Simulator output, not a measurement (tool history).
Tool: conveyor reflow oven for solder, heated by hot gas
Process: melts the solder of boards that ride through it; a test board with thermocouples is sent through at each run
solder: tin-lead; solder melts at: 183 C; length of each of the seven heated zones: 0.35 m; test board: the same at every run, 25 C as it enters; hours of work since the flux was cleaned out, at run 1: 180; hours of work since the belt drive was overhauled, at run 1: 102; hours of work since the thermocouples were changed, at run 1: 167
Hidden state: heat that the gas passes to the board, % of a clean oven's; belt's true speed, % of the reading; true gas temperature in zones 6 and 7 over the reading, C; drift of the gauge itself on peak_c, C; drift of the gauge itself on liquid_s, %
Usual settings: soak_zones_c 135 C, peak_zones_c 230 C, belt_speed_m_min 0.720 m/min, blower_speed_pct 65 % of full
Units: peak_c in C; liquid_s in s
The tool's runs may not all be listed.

run	hour	soak_zones_c	peak_zones_c	belt_speed_m_min	blower_speed_pct	hours of work since the flux was cleaned out	hours of work since the belt drive was overhauled	hours of work since the thermocouples were changed	peak_c	liquid_s
1	0.0	135	230	0.720	65	180	102	167	210.9	38.4
2	13.2	135	230	0.602	65	189	110	176	216.6	51.7
3	19.2	135	230	0.602	65	192	114	180	216.5	51.6
4	33.5	135	230	0.602	65	202	123	189	216.4	51.6
5	45.1	135	230	0.602	65	209	131	196	216.4	51.8
6	54.8	135	230	0.602	65	215	137	202	216.6	51.5
7	67.7	135	222	0.602	65	224	145	211	209.4	46.2
# hour 75.2: flux residue cleaned out of gas plates and filters
8	87.4	135	220	0.720	65	8	155	220	203.8	33.2
9	94.2	135	231	0.720	65	12	159	224	213.2	40.3
10	102.4	135	231	0.720	65	17	164	230	213.1	40.2
# hour 107.7: belt drive overhauled, speed set with a stopwatch
11	114.7	135	231	0.720	65	23	4	235	213.1	40.3
12	121.7	135	231	0.720	65	27	9	240	213.1	40.4
13	128.5	135	231	0.720	65	32	13	244	213.3	40.3
14	138.0	135	231	0.720	65	38	19	250	213.2	40.5
# hour 144.1: belt drive overhauled, speed set with a stopwatch, once more
15	151.4	135	231	0.720	65	44	5	256	212.7	39.9
16	162.3	143	225	0.720	66	51	12	263	209.4	39.8
17	170.9	143	225	0.720	66	56	17	268	209.4	39.8
18	185.5	143	225	0.720	66	66	26	278	209.2	39.6
19	192.5	135	236	0.720	73	70	31	282	218.4	43.7
20	201.3	135	218	0.782	65	76	37	288	198.9	25.3
21	212.4	133	230	0.671	65	83	44	295	213.8	43.2
22	226.8	133	230	0.671	65	92	53	304	213.9	43.3
23	234.8	135	233	0.720	65	97	58	309	214.5	40.7
24	247.9	149	226	0.707	73	105	66	318	212.8	45.3
25	260.5	123	233	0.791	64	114	74	326	207.7	29.4
26	267.5	131	235	0.605	74	118	79	330	222.3	54.2
27	279.2	125	231	0.585	76	126	86	338	219.0	52.6
28	287.5	139	221	0.813	63	131	92	343	200.5	26.2
29	300.5	135	230	0.720	50	139	100	351	208.5	35.9
30	307.1	133	230	0.620	65	143	104	356	216.0	49.2

Hidden state at the last listed run before each entry between runs and at the first one after, where it differs:
Between runs 7 and 8: flux residue cleaned out of gas plates and filters (hour 75.2)
  heat that the gas passes to the board, % of a clean oven's: 94 -> 99.5; belt's true speed, % of the reading: 99.52 -> 99.49; true gas temperature in zones 6 and 7 over the reading, C: 0.37 -> 0.4
  measured less the result without the state, peak_c: -0.7 -> +0.4 C; liquid_s: -0.8 -> +0.5 s
Between runs 10 and 11: belt drive overhauled, speed set with a stopwatch (hour 107.7)
  heat that the gas passes to the board, % of a clean oven's: 99.3 -> 99.2; belt's true speed, % of the reading: 99.47 -> 99.08; true gas temperature in zones 6 and 7 over the reading, C: 0.42 -> 0.44
  measured less the result without the state, peak_c: +0.4 -> +0.4 C; liquid_s: +0.5 -> +0.7 s
Between runs 14 and 15: belt drive overhauled, speed set with a stopwatch, once more (hour 144.1)
  heat that the gas passes to the board, % of a clean oven's: 98.8 -> 98.6; belt's true speed, % of the reading: 99.04 -> 99.94; true gas temperature in zones 6 and 7 over the reading, C: 0.48 -> 0.49
  measured less the result without the state, peak_c: +0.4 -> +0.1 C; liquid_s: +0.7 -> +0.0 s
